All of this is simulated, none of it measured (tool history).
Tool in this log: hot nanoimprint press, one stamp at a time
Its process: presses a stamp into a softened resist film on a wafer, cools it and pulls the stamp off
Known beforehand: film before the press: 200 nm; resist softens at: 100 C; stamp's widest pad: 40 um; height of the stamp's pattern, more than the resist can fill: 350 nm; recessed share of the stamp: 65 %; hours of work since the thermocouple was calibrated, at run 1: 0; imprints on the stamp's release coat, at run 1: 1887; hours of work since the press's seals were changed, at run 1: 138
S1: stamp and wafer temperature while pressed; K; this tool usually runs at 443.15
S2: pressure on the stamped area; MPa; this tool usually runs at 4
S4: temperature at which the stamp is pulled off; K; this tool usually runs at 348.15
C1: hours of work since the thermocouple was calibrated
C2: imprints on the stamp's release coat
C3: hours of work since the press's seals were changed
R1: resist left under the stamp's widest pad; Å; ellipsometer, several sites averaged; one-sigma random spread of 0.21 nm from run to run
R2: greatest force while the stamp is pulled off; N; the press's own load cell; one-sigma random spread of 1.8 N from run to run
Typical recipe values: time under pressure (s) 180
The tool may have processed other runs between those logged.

run 1 hour=0 | S1=443.15 S2=4 time_under_pressure_(s)=180 S4=348.15 | C1=0 C2=1887 C3=138 | R1=891 R2=186
-- hour=23.9 stamp cleaned and given a new release coat
run 2 hour=52.1 | S1=443.15 S2=4 time_under_pressure_(s)=180 S4=348.15 | C1=27 C2=76 C3=166 | R1=893 R2=184
run 3 hour=84.8 | S1=443.15 S2=4 time_under_pressure_(s)=180 S4=348.15 | C1=46 C2=163 C3=185 | R1=891 R2=184
run 4 hour=105.4 | S1=443.15 S2=4 time_under_pressure_(s)=180 S4=348.15 | C1=58 C2=219 C3=197 | R1=894 R2=181
run 5 hour=134.3 | S1=443.15 S2=4 time_under_pressure_(s)=146 S4=348.15 | C1=75 C2=296 C3=214 | R1=967 R2=184
run 6 hour=171.1 | S1=437.15 S2=4 time_under_pressure_(s)=180 S4=348.15 | C1=97 C2=395 C3=235 | R1=1063 R2=185
run 7 hour=213.3 | S1=437.15 S2=4 time_under_pressure_(s)=180 S4=348.15 | C1=122 C2=508 C3=260 | R1=1063 R2=182
run 8 hour=251.1 | S1=437.15 S2=4 time_under_pressure_(s)=180 S4=348.15 | C1=144 C2=609 C3=282 | R1=1064 R2=183
run 9 hour=296 | S1=436.15 S2=4 time_under_pressure_(s)=180 S4=348.15 | C1=170 C2=730 C3=309 | R1=1097 R2=181
run 10 hour=326.7 | S1=443.15 S2=3.59 time_under_pressure_(s)=180 S4=348.15 | C1=188 C2=812 C3=327 | R1=937 R2=181
run 11 hour=363.7 | S1=443.15 S2=3.59 time_under_pressure_(s)=180 S4=348.15 | C1=210 C2=912 C3=348 | R1=937 R2=186
run 12 hour=406.8 | S1=443.15 S2=4 time_under_pressure_(s)=179 S4=348.15 | C1=235 C2=1027 C3=374 | R1=898 R2=183
run 13 hour=430.6 | S1=443.15 S2=4 time_under_pressure_(s)=179 S4=348.15 | C1=249 C2=1091 C3=388 | R1=899 R2=184
run 14 hour=452.4 | S1=443.15 S2=4 time_under_pressure_(s)=180 S4=348.15 | C1=262 C2=1149 C3=400 | R1=897 R2=185
run 15 hour=482.2 | S1=443.15 S2=4 time_under_pressure_(s)=180 S4=348.15 | C1=279 C2=1229 C3=418 | R1=894 R2=184
run 16 hour=528.7 | S1=443.15 S2=4 time_under_pressure_(s)=180 S4=348.15 | C1=307 C2=1354 C3=445 | R1=897 R2=183
run 17 hour=577 | S1=443.15 S2=4 time_under_pressure_(s)=180 S4=348.15 | C1=335 C2=1483 C3=473 | R1=898 R2=188
run 18 hour=616.5 | S1=443.15 S2=4 time_under_pressure_(s)=180 S4=348.15 | C1=358 C2=1590 C3=497 | R1=895 R2=181
run 19 hour=638.7 | S1=442.15 S2=5.23 time_under_pressure_(s)=97 S4=335.15 | C1=371 C2=1649 C3=510 | R1=1050 R2=214
run 20 hour=679.2 | S1=442.15 S2=5.23 time_under_pressure_(s)=91 S4=335.15 | C1=395 C2=1758 C3=533 | R1=1073 R2=219
-- hour=703.2 plate thermocouple calibrated
run 21 hour=726.2 | S1=442.15 S2=5.23 time_under_pressure_(s)=91 S4=335.15 | C1=14 C2=1876 C3=559 | R1=1074 R2=219
-- hour=756.9 stamp cleaned and given a new release coat
run 22 hour=780.1 | S1=442.15 S2=5.23 time_under_pressure_(s)=91 S4=335.15 | C1=42 C2=62 C3=587 | R1=1076 R2=213
run 23 hour=820.6 | S1=442.15 S2=3.53 time_under_pressure_(s)=92 S4=335.15 | C1=65 C2=171 C3=611 | R1=1231 R2=211
run 24 hour=864.6 | S1=442.15 S2=3.53 time_under_pressure_(s)=92 S4=335.15 | C1=91 C2=289 C3=637 | R1=1230 R2=216
run 25 hour=910.3 | S1=452.15 S2=4 time_under_pressure_(s)=213 S4=341.15 | C1=118 C2=411 C3=664 | R1=644 R2=198
-- hour=930.4 press's hydraulic seals changed and the load cell set to zero
run 26 hour=945.2 | S1=447.15 S2=4 time_under_pressure_(s)=180 S4=348.15 | C1=134 C2=484 C3=9 | R1=802 R2=184
run 27 hour=968.3 | S1=443.15 S2=2.8 time_under_pressure_(s)=117 S4=348.15 | C1=147 C2=545 C3=22 | R1=1207 R2=184
run 28 hour=997.8 | S1=443.15 S2=2.8 time_under_pressure_(s)=117 S4=348.15 | C1=165 C2=625 C3=40 | R1=1207 R2=183
run 29 hour=1020.6 | S1=443.15 S2=2.8 time_under_pressure_(s)=117 S4=350.15 | C1=178 C2=686 C3=53 | R1=1213 R2=181
run 30 hour=1045.6 | S1=443.15 S2=2.6 time_under_pressure_(s)=97 S4=351.15 | C1=193 C2=753 C3=68 | R1=1315 R2=176

Measured minus without-hidden-state, run by run (identical run-to-run variation in each term; gauge scatter may differ):
The tool's hidden condition here consists of: true temperature over the reading, C; pressure that arrives at the usual setting, %; grip of the stamp's worn release coat, % over a new coat's; drift of the gauge itself on residual_nm, %; drift of the gauge itself on pull_off_n, %.
run=1 R1=+0
run=2 R1=+0
run=3 R1=+0
run=4 R1=+1
run=5 R1=+1
run=6 R1=+2
run=7 R1=+3
run=8 R1=+4
run=9 R1=+4
run=10 R1=+4
run=11 R1=+5
run=12 R1=+5
run=13 R1=+5
run=14 R1=+5
run=15 R1=+6
run=16 R1=+6
run=17 R1=+7
run=18 R1=+7
run=19 R1=+9
run=20 R1=+9
run=21 R1=+12
run=22 R1=+12
run=23 R1=+15
run=24 R1=+16
run=25 R1=+8
run=26 R1=+10
run=27 R1=+16
run=28 R1=+17
run=29 R1=+17
run=30 R1=+19
R2 without the hidden state stays within 2 N of what was measured, in all runs.
